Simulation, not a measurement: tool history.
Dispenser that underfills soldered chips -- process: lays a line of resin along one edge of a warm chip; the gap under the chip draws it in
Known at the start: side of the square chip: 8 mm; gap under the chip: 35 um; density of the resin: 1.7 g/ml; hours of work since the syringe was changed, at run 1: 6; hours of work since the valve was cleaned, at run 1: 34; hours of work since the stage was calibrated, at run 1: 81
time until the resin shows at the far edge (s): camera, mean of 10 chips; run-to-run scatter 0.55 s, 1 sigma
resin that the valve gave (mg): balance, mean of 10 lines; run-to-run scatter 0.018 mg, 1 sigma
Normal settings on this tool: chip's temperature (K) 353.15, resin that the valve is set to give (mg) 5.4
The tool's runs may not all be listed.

run,hour,chip's temperature (K),resin that the valve is set to give (mg),hours of work since the syringe was changed,hours of work since the valve was cleaned,hours of work since the stage was calibrated,time until the resin shows at the far edge (s),resin that the valve gave (mg)
1,0,353.15,5.4,6,34,81,55.3,5.26
# hour 8.1: new syringe of resin
2,10.6,353.15,5.4,2,40,88,48.7,5.22
3,20.6,353.15,5.4,8,47,94,59.4,5.19
# hour 25.1: new syringe of resin
4,25.4,367.15,5.4,0,49,97,26.8,5.2
# hour 31.2: dispensing valve cleaned and set on the balance
5,31.9,367.15,5.4,4,0,101,29.9,5.4
# hour 42.6: new syringe of resin
6,42.6,367.15,5.4,0,7,107,26.3,5.4
7,51.3,353.15,6.09,6,13,113,53.1,6.04
# hour 59.5: new syringe of resin
8,59.9,353.15,6.09,0,18,118,46.5,6.02
9,67.8,353.15,6.09,5,23,123,53.4,6.02
# hour 76.1: new syringe of resin
10,76.7,353.15,6.09,0,28,128,46.5,5.98
11,82.1,353.15,6.09,4,32,132,50.8,5.95
12,91,361.15,5.4,9,37,138,44.9,5.24
# hour 92.8: new syringe of resin
13,96.3,361.15,5.4,2,41,141,37.1,5.27
14,102.1,361.15,5.4,6,44,144,40.9,5.25
# hour 109.5: new syringe of resin
15,111.1,361.15,5.4,1,50,150,35.8,5.18
# hour 115.7: dispensing valve cleaned and set on the balance
16,120.5,353.15,5.4,6,3,155,57.3,5.39
# hour 127.2: new syringe of resin
17,129.4,364.15,6.6,1,8,161,31.8,6.55
18,135.2,351.15,5.4,5,12,164,60.8,5.34
19,141,349.15,5.4,9,16,168,74.7,5.31
# hour 144: new syringe of resin
20,147.6,355.15,5.35,2,20,172,48.3,5.25
21,156.2,355.15,5.35,8,25,178,56.8,5.26
# hour 161.1: new syringe of resin
22,165.2,353.15,6.73,3,31,183,50.6,6.58
23,171.4,353.15,4.73,6,35,187,61.7,4.6
24,177.1,353.15,4.73,10,38,191,67.1,4.6
# hour 177.8: new syringe of resin
25,185.8,353.15,4.73,5,44,196,59.3,4.57
26,193.2,361.15,5.61,10,48,201,47,5.34
# hour 194.6: new syringe of resin
27,198.2,361.15,5.61,2,51,204,37.4,5.4
# hour 200.8: dispensing valve cleaned and set on the balance
28,207.8,361.15,5.61,8,4,209,43.8,5.6
# hour 212.9: new syringe of resin
29,219,361.15,5.61,4,11,216,38.9,5.55
30,225.8,350.15,6.73,8,16,220,65.9,6.66
# hour 229.4: new syringe of resin
31,235.9,350.15,6.73,4,22,227,58.4,6.65

For some of the steps in time until the resin shows at the far edge (s) from one run to the next: how much would appear even if the tool had no hidden state, given the settings, what came in and random variation, and how much remains for the hidden state plus any gauge scatter that the measured result and the result without hidden state don't share?
Hidden state present: resin's viscosity, % of fresh resin's; dose that the valve gives, % of what is set; true chip temperature over the reading, C; drift of the gauge itself on fill_s, %; drift of the gauge itself on given_mg, %.
Run 3 -> 4: chip's temperature (K) 353.15 -> 367.15, new syringe of resin. time until the resin shows at the far edge (s) -32.6: hidden state -13, all else -19.6.
Run 17 -> 18: chip's temperature (K) 364.15 -> 351.15, resin that the valve is set to give (mg) 6.6 -> 5.4. time until the resin shows at the far edge (s) +29: hidden state +8.4, all else +20.6.
Run 19 -> 20: chip's temperature (K) 349.15 -> 355.15, resin that the valve is set to give (mg) 5.4 -> 5.35, new syringe of resin. time until the resin shows at the far edge (s) -26.4: hidden state -14.3, all else -12.1.
Run 29 -> 30: chip's temperature (K) 361.15 -> 350.15, resin that the valve is set to give (mg) 5.61 -> 6.73. time until the resin shows at the far edge (s) +27: hidden state +10.8, all else +16.2.
